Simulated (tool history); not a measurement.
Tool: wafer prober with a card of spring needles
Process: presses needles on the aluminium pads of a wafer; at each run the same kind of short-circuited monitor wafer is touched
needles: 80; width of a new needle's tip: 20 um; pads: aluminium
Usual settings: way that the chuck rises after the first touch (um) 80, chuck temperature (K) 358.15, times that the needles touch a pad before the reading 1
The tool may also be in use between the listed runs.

| run | day | way that the chuck rises after the first touch (um) | chuck temperature (K) | times that the needles touch a pad before the reading | resistance of one needle with its contact and lead (mohm) | way that a needle slides on the pad (um) |
|---|---|---|---|---|---|---|
| 1 | 0.000 | 80 | 358.15 | 1 | 199 | 15.77 |
|  | 0.196 | tips cleaned on abrasive film |
| 2 | 0.792 | 93 | 358.15 | 1 | 185 | 18.34 |
|  | 1.029 | tips cleaned on abrasive film |
|  | 1.825 | tips cleaned on abrasive film |
| 3 | 2.117 | 60 | 358.15 | 1 | 225 | 11.73 |
|  | 2.504 | height of the first contact set anew |
|  | 2.625 | tips cleaned on abrasive film |
|  | 3.492 | tips cleaned on abrasive film |
| 4 | 3.492 | 80 | 358.15 | 3 | 141 | 16.00 |
|  | 4.308 | tips cleaned on abrasive film |
| 5 | 4.646 | 80 | 358.15 | 3 | 157 | 15.97 |
|  | 5.133 | tips cleaned on abrasive film |
|  | 5.992 | tips cleaned on abrasive film |
| 6 | 5.992 | 80 | 358.15 | 3 | 143 | 15.95 |
|  | 6.792 | tips cleaned on abrasive film |
| 7 | 7.304 | 80 | 301.15 | 1 | 200 | 15.95 |
|  | 7.588 | tips cleaned on abrasive film |
| 8 | 8.225 | 80 | 358.15 | 1 | 201 | 15.92 |
|  | 8.408 | tips cleaned on abrasive film |
|  | 9.204 | tips cleaned on abrasive film |
| 9 | 9.450 | 82 | 358.15 | 1 | 185 | 16.30 |
|  | 10.012 | tips cleaned on abrasive film |
| 10 | 10.288 | 82 | 358.15 | 1 | 188 | 16.30 |
|  | 10.846 | tips cleaned on abrasive film |
| 11 | 11.267 | 82 | 358.15 | 1 | 197 | 16.21 |
|  | 11.700 | tips cleaned on abrasive film |
| 12 | 12.333 | 62 | 358.15 | 1 | 240 | 12.24 |
|  | 12.512 | tips cleaned on abrasive film |
|  | 13.392 | tips cleaned on abrasive film |
| 13 | 13.496 | 80 | 358.15 | 1 | 169 | 15.81 |
|  | 14.250 | tips cleaned on abrasive film |
| 14 | 14.792 | 80 | 358.15 | 1 | 202 | 15.79 |
|  | 15.092 | tips cleaned on abrasive film |
|  | 15.879 | tips cleaned on abrasive film |
| 15 | 15.879 | 80 | 358.15 | 1 | 148 | 15.75 |
|  | 16.717 | tips cleaned on abrasive film |
| 16 | 17.083 | 80 | 358.15 | 1 | 197 | 15.75 |
|  | 17.529 | tips cleaned on abrasive film |
|  | 17.929 | height of the first contact set anew |
| 17 | 18.004 | 76 | 300.15 | 1 | 200 | 15.20 |
|  | 18.400 | tips cleaned on abrasive film |
| 18 | 18.971 | 76 | 300.15 | 1 | 209 | 15.14 |
|  | 19.212 | tips cleaned on abrasive film |
|  | 20.004 | tips cleaned on abrasive film |
| 19 | 20.225 | 76 | 300.15 | 1 | 184 | 15.19 |
|  | 20.796 | tips cleaned on abrasive film |
|  | 21.638 | tips cleaned on abrasive film |
| 20 | 21.708 | 76 | 300.15 | 1 | 161 | 15.12 |
|  | 22.517 | tips cleaned on abrasive film |
| 21 | 23.054 | 80 | 332.15 | 1 | 197 | 15.89 |
|  | 23.333 | tips cleaned on abrasive film |
|  | 24.158 | tips cleaned on abrasive film |
| 22 | 24.158 | 80 | 321.15 | 1 | 140 | 15.86 |
|  | 24.942 | tips cleaned on abrasive film |
| 23 | 25.208 | 81 | 366.15 | 2 | 168 | 16.09 |
|  | 25.779 | tips cleaned on abrasive film |
|  | 26.675 | tips cleaned on abrasive film |
| 24 | 26.758 | 70 | 342.15 | 2 | 165 | 13.85 |
|  | 27.471 | tips cleaned on abrasive film |
| 25 | 27.471 | 70 | 342.15 | 2 | 148 | 13.84 |
| 26 | 28.179 | 70 | 362.15 | 2 | 190 | 13.81 |
|  | 28.329 | tips cleaned on abrasive film |
| 27 | 28.962 | 80 | 358.15 | 1 | 204 | 15.86 |
|  | 29.125 | tips cleaned on abrasive film |
|  | 29.975 | tips cleaned on abrasive film |
| 28 | 30.467 | 80 | 358.15 | 1 | 198 | 15.83 |
|  | 30.788 | tips cleaned on abrasive film |
|  | 31.604 | tips cleaned on abrasive film |
| 29 | 31.617 | 80 | 358.15 | 1 | 150 | 15.75 |
|  | 32.392 | tips cleaned on abrasive film |
| 30 | 32.392 | 80 | 358.15 | 1 | 150 | 15.82 |
|  | 33.221 | tips cleaned on abrasive film |
|  | 33.321 | height of the first contact set anew |
| 31 | 33.321 | 72 | 358.15 | 1 | 171 | 14.40 |

3 ways to go on from here, each from the tool as it stands after run 31. What would each give?
|  | 34.125 | tips cleaned on abrasive film |
| A | 34.262 | 72 | 338.15 | 2 | ? | ? |
|  | 34.125 | tips cleaned on abrasive film |
| B | 34.262 | 87 | 375.15 | 2 | ? | ? |
|  | 34.125 | tips cleaned on abrasive film |
| C | 34.262 | 88 | 329.15 | 1 | ? | ? |

| run | resistance of one needle with its contact and lead (mohm) | way that a needle slides on the pad (um) |
|---|---|---|
| A | 167 | 14.35 |
| B | 165 | 17.33 |
| C | 170 | 17.56 |
Without the tool's hidden state the same runs would have given:
| run | resistance of one needle with its contact and lead (mohm) | way that a needle slides on the pad (um) |
|---|---|---|
| A | 137 | 14.36 |
| B | 144 | 17.34 |
| C | 135 | 17.58 |

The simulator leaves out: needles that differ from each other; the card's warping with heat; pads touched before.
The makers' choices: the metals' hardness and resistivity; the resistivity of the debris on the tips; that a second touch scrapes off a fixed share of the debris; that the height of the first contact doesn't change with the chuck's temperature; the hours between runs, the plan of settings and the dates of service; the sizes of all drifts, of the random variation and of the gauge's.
